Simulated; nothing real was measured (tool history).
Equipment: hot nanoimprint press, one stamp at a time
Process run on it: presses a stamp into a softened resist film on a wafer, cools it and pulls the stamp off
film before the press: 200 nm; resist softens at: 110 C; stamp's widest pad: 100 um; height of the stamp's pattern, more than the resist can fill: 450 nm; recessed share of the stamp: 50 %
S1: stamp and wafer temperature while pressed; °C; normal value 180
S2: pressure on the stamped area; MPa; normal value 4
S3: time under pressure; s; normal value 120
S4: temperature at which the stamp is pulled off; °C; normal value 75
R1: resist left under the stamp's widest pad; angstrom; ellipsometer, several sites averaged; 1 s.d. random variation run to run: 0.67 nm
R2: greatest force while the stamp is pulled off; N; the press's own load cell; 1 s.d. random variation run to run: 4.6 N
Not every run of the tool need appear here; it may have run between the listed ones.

| run | hour | S1 | S2 | S3 | S4 | R1 | R2 |
|---|---|---|---|---|---|---|---|
| 1 | 0 | 180 | 4 | 120 | 75 | 1097 | 301 |
|  | 16.3 | plate thermocouple calibrated |
| 2 | 52.9 | 180 | 4 | 120 | 75 | 999 | 293 |
| 3 | 81.6 | 180 | 4 | 120 | 74 | 1010 | 307 |
| 4 | 106.7 | 180 | 5.49 | 120 | 75 | 909 | 314 |
| 5 | 134.5 | 180 | 4 | 120 | 75 | 1013 | 307 |
| 6 | 185.2 | 180 | 4 | 120 | 75 | 1023 | 341 |
|  | 222.6 | stamp cleaned and given a new release coat |
| 7 | 233 | 180 | 4 | 120 | 75 | 1028 | 232 |
| 8 | 273.7 | 180 | 4 | 229 | 75 | 817 | 235 |
| 9 | 306.8 | 180 | 4 | 229 | 75 | 824 | 256 |
| 10 | 343.6 | 180 | 4 | 120 | 75 | 1052 | 263 |
| 11 | 389.4 | 180 | 4 | 120 | 75 | 1076 | 282 |
| 12 | 432.8 | 180 | 4 | 120 | 75 | 1071 | 284 |
| 13 | 476.1 | 180 | 4 | 120 | 75 | 1081 | 304 |
| 14 | 506.8 | 180 | 4 | 120 | 75 | 1093 | 309 |
| 15 | 550.2 | 180 | 4 | 120 | 78 | 1100 | 286 |
| 16 | 584.3 | 180 | 4 | 120 | 69 | 1099 | 377 |
|  | 609.5 | plate thermocouple calibrated |
| 17 | 613.8 | 180 | 4 | 120 | 69 | 1007 | 359 |
|  | 644.2 | press's hydraulic seals changed and the load cell set to zero |
| 18 | 645.2 | 180 | 3.43 | 120 | 82 | 1050 | 261 |
|  | 680.2 | stamp cleaned and given a new release coat |
| 19 | 701.3 | 187 | 2.98 | 105 | 76 | 868 | 227 |
| 20 | 742.3 | 180 | 3.53 | 120 | 75 | 1055 | 237 |

Estimate the outcome of run 21 from the log above:
| 21 | 765.3 | 180 | 3.53 | 120 | 75 | ? | ? |

R1: 1047 angstrom
R2: 238 N
Minus the tool's unlogged condition, the same run would have read R1 1031 angstrom, R2 216 N.
